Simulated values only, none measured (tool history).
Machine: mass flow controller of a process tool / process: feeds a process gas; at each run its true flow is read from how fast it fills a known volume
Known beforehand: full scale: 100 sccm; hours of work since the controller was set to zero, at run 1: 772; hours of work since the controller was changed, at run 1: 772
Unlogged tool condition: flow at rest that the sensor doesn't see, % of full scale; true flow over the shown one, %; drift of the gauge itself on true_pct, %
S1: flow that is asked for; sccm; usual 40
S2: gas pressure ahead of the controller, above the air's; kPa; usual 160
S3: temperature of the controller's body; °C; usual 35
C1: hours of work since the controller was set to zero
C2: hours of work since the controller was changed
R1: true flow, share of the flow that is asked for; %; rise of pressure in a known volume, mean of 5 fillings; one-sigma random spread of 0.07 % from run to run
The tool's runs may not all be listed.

run    hour  S1   S2  S3    C1    C2     R1
  1     0.0  40  160  35   772   772  98.55
  2   135.6  44  160  35   871   871  98.67
  3   232.0  40  160  31   942   942  98.30
  4   315.9  40  160  34  1003  1003  98.49
  5   427.1  40  160  34  1084  1084  98.36
  6   536.4  40  160  34  1164  1164  98.36
  7   606.5  40  160  34  1215  1215  98.27
  8   710.4  52  160  34  1291  1291  98.33
  9   837.8  40  276  35  1384  1384  98.72
 10   962.1  40  276  35  1475  1475  98.79
 11  1056.2  40  276  35  1543  1543  98.66
 12  1184.8  40  160  35  1637  1637  97.86
 13  1261.5  40  160  35  1693  1693  97.93
 14  1334.7  40  160  35  1747  1747  97.93
 15  1421.2  40  160  35  1810  1810  97.82
 16  1547.3  40  160  35  1902  1902  97.72
 17  1650.0  40  160  35  1977  1977  97.67
 18  1727.9  40  173  35  2034  2034  97.81
 19  1829.0  59  256  35  2107  2107  98.59
 20  1962.2  59  200  21  2205  2205  97.88

For run 21, what comes out?
 21  2035.1  59  200  21  2258  2258   ?

R1: 97.91 %
Were there no unlogged condition in the tool, this run, its random variation unchanged, would have produced R1 98.91 %.

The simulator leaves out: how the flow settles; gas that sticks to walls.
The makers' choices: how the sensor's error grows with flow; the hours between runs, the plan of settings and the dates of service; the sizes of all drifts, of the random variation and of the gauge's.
